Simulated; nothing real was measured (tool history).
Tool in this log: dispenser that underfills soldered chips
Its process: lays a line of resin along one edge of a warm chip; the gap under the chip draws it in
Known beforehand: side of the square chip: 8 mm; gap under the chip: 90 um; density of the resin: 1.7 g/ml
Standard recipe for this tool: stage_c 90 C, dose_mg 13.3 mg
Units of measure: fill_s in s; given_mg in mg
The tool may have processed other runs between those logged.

{"run": 1, "day": 0.0, "stage_c": 90, "dose_mg": 13.3, "fill_s": 11.3, "given_mg": 12.63}
{"run": 2, "day": 0.454, "stage_c": 90, "dose_mg": 13.3, "fill_s": 16, "given_mg": 12.58}
{"day": 0.521, "done": "new syringe of resin"}
{"run": 3, "day": 0.858, "stage_c": 90, "dose_mg": 13.3, "fill_s": 12.2, "given_mg": 12.44}
{"run": 4, "day": 1.1, "stage_c": 90, "dose_mg": 13.3, "fill_s": 15.1, "given_mg": 12.52}
{"day": 1.225, "done": "new syringe of resin"}
{"run": 5, "day": 1.492, "stage_c": 90, "dose_mg": 13.3, "fill_s": 12, "given_mg": 12.41}
{"day": 1.942, "done": "new syringe of resin"}
{"run": 6, "day": 2.008, "stage_c": 90, "dose_mg": 13.3, "fill_s": 10.7, "given_mg": 12.38}
{"day": 2.358, "done": "dispensing valve cleaned and set on the balance"}
{"run": 7, "day": 2.479, "stage_c": 90, "dose_mg": 13.3, "fill_s": 13.9, "given_mg": 13.28}
{"day": 2.704, "done": "new syringe of resin"}
{"run": 8, "day": 3.021, "stage_c": 90, "dose_mg": 13.3, "fill_s": 12.8, "given_mg": 13.21}
{"day": 3.392, "done": "new syringe of resin"}
{"run": 9, "day": 3.446, "stage_c": 90, "dose_mg": 13.3, "fill_s": 9.5, "given_mg": 13.3}
{"run": 10, "day": 3.971, "stage_c": 90, "dose_mg": 16.1, "fill_s": 14.7, "given_mg": 16.08}
{"day": 4.096, "done": "new syringe of resin"}
{"run": 11, "day": 4.279, "stage_c": 90, "dose_mg": 13.3, "fill_s": 11.1, "given_mg": 13.07}
{"run": 12, "day": 4.521, "stage_c": 90, "dose_mg": 13.3, "fill_s": 13.9, "given_mg": 13.14}
{"day": 4.812, "done": "new syringe of resin"}
{"run": 13, "day": 5.054, "stage_c": 92, "dose_mg": 13.3, "fill_s": 10.9, "given_mg": 13.04}
{"run": 14, "day": 5.454, "stage_c": 92, "dose_mg": 13.3, "fill_s": 15.3, "given_mg": 12.88}
{"day": 5.5, "done": "new syringe of resin"}
{"run": 15, "day": 5.946, "stage_c": 90, "dose_mg": 13.3, "fill_s": 14.5, "given_mg": 12.8}
{"day": 6.183, "done": "new syringe of resin"}
{"run": 16, "day": 6.412, "stage_c": 90, "dose_mg": 13.3, "fill_s": 12, "given_mg": 12.74}
{"day": 6.871, "done": "new syringe of resin"}
{"run": 17, "day": 7.004, "stage_c": 90, "dose_mg": 13.3, "fill_s": 11.2, "given_mg": 12.55}
{"run": 18, "day": 7.283, "stage_c": 90, "dose_mg": 13.3, "fill_s": 14.2, "given_mg": 12.75}
{"day": 7.588, "done": "new syringe of resin"}
{"run": 19, "day": 7.762, "stage_c": 90, "dose_mg": 13.3, "fill_s": 11.5, "given_mg": 12.58}
{"run": 20, "day": 8.0, "stage_c": 96, "dose_mg": 13.3, "fill_s": 11, "given_mg": 12.48}
{"day": 8.3, "done": "new syringe of resin"}
{"run": 21, "day": 8.312, "stage_c": 96, "dose_mg": 13.3, "fill_s": 8.2, "given_mg": 12.62}
{"run": 22, "day": 8.633, "stage_c": 92, "dose_mg": 11.6, "fill_s": 12.8, "given_mg": 10.84}
{"run": 23, "day": 8.883, "stage_c": 78, "dose_mg": 14.8, "fill_s": 26.2, "given_mg": 13.85}
{"day": 8.983, "done": "new syringe of resin"}
{"run": 24, "day": 9.183, "stage_c": 104, "dose_mg": 13.3, "fill_s": 7.9, "given_mg": 12.32}
{"day": 9.45, "done": "dispensing valve cleaned and set on the balance"}
{"run": 25, "day": 9.65, "stage_c": 85, "dose_mg": 13, "fill_s": 19.9, "given_mg": 12.93}
{"day": 9.733, "done": "new syringe of resin"}
{"run": 26, "day": 10.071, "stage_c": 85, "dose_mg": 13, "fill_s": 16, "given_mg": 12.93}
{"day": 10.446, "done": "new syringe of resin"}
{"run": 27, "day": 10.667, "stage_c": 90, "dose_mg": 12.7, "fill_s": 12.3, "given_mg": 12.56}
{"run": 28, "day": 10.917, "stage_c": 95, "dose_mg": 16.5, "fill_s": 11.6, "given_mg": 16.16}

The next listed run, before its measurement:
{"day": 11.125, "done": "new syringe of resin"}
{"run": 29, "day": 11.321, "stage_c": 95, "dose_mg": 16.5, "fill_s": "?", "given_mg": "?"}

Run 29 gave fill_s 9.4 s, given_mg 16.09 mg.
On a tool with no hidden condition, and with the same random variation, this run would have come out at fill_s 7.6 s, given_mg 16.45 mg.

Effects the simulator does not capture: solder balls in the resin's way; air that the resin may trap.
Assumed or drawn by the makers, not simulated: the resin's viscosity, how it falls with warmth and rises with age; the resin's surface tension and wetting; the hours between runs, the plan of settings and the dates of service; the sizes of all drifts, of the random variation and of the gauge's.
